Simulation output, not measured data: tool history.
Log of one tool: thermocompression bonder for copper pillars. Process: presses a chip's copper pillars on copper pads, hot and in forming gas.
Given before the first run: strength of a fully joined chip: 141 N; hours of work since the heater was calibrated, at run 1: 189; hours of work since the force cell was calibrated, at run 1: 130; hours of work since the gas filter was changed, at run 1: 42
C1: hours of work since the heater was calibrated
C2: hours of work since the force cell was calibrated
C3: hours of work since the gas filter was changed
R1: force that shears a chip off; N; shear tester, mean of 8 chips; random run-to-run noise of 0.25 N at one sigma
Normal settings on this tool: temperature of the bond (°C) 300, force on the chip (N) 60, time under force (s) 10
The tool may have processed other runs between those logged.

Run 1, hour 0.0: usual settings; C1 189; C2 130; C3 42. Result: R1 69.8 N.
Run 2, hour 9.7: usual settings; C1 194; C2 134; C3 46. Result: R1 69.2 N.
Run 3, hour 14.4: usual settings; C1 196; C2 137; C3 49. Result: R1 69.3 N.
Run 4, hour 25.1: usual settings; C1 201; C2 142; C3 54. Result: R1 69.7 N.
Run 5, hour 30.0: usual settings; C1 203; C2 144; C3 56. Result: R1 70.1 N.
Run 6, hour 40.1: usual settings but force on the chip (N) 55; C1 208; C2 149; C3 61. Result: R1 64.7 N.
Run 7, hour 46.6: usual settings but force on the chip (N) 55; C1 211; C2 152; C3 64. Result: R1 64.5 N.
Run 8, hour 51.8: usual settings but time under force (s) 15; C1 214; C2 154; C3 66. Result: R1 79.4 N.
Run 9, hour 56.7: usual settings but time under force (s) 15; C1 216; C2 157; C3 69. Result: R1 79.3 N.
At hour 59.3: heater calibrated with a thermocouple chip.
Run 10, hour 68.1: usual settings but time under force (s) 15; C1 4; C2 161; C3 73. Result: R1 83.3 N.
At hour 79.6: heater calibrated with a thermocouple chip, once more.
Run 11, hour 81.0: usual settings; C1 1; C2 166; C3 78. Result: R1 64.7 N.
Run 12, hour 89.6: usual settings but temperature of the bond (°C) 296; C1 5; C2 170; C3 82. Result: R1 60.5 N.
Run 13, hour 97.6: usual settings but force on the chip (N) 80; C1 8; C2 174; C3 86. Result: R1 80.3 N.
Run 14, hour 106.1: usual settings but time under force (s) 6; C1 12; C2 178; C3 90. Result: R1 52.9 N.
Run 15, hour 113.8: usual settings but temperature of the bond (°C) 303, force on the chip (N) 46, time under force (s) 11; C1 16; C2 182; C3 94. Result: R1 54.4 N.
Run 16, hour 118.5: usual settings but temperature of the bond (°C) 317, force on the chip (N) 73, time under force (s) 26; C1 18; C2 184; C3 96. Result: R1 112.2 N.
Run 17, hour 128.8: usual settings but temperature of the bond (°C) 329, force on the chip (N) 41, time under force (s) 7; C1 23; C2 189; C3 101. Result: R1 57.6 N.
Run 18, hour 136.4: usual settings but temperature of the bond (°C) 302, force on the chip (N) 47, time under force (s) 7; C1 27; C2 192; C3 104. Result: R1 45.6 N.
Run 19, hour 141.7: usual settings but temperature of the bond (°C) 284, force on the chip (N) 84, time under force (s) 18; C1 29; C2 195; C3 107. Result: R1 83.5 N.
Run 20, hour 151.8: usual settings but temperature of the bond (°C) 309, force on the chip (N) 84, time under force (s) 8; C1 34; C2 199; C3 111. Result: R1 85.7 N.
Run 21, hour 156.7: usual settings but temperature of the bond (°C) 291, force on the chip (N) 52, time under force (s) 11; C1 36; C2 202; C3 114. Result: R1 51.8 N.
Run 22, hour 164.0: usual settings but temperature of the bond (°C) 327; C1 40; C2 205; C3 117. Result: R1 85.8 N.
Run 23, hour 172.2: usual settings but temperature of the bond (°C) 327; C1 44; C2 209; C3 121. Result: R1 86.1 N.

Predict each of these 3 candidate next runs independently; none follows another, all start after run 23:
Run A, hour 179.3: usual settings but temperature of the bond (°C) 305; C1 47; C2 212; C3 124. Result: R1 ?.
Run B, hour 179.3: usual settings but force on the chip (N) 47; C1 47; C2 212; C3 124. Result: R1 ?.
Run C, hour 179.3: usual settings but temperature of the bond (°C) 298, force on the chip (N) 37, time under force (s) 16; C1 47; C2 212; C3 124. Result: R1 ?.

run    R1
  A  68.1
  B  51.3
  C  48.1
What these runs would have given with no unlogged condition in the tool:
run    R1
  A  70.7
  B  53.2
  C  50.0

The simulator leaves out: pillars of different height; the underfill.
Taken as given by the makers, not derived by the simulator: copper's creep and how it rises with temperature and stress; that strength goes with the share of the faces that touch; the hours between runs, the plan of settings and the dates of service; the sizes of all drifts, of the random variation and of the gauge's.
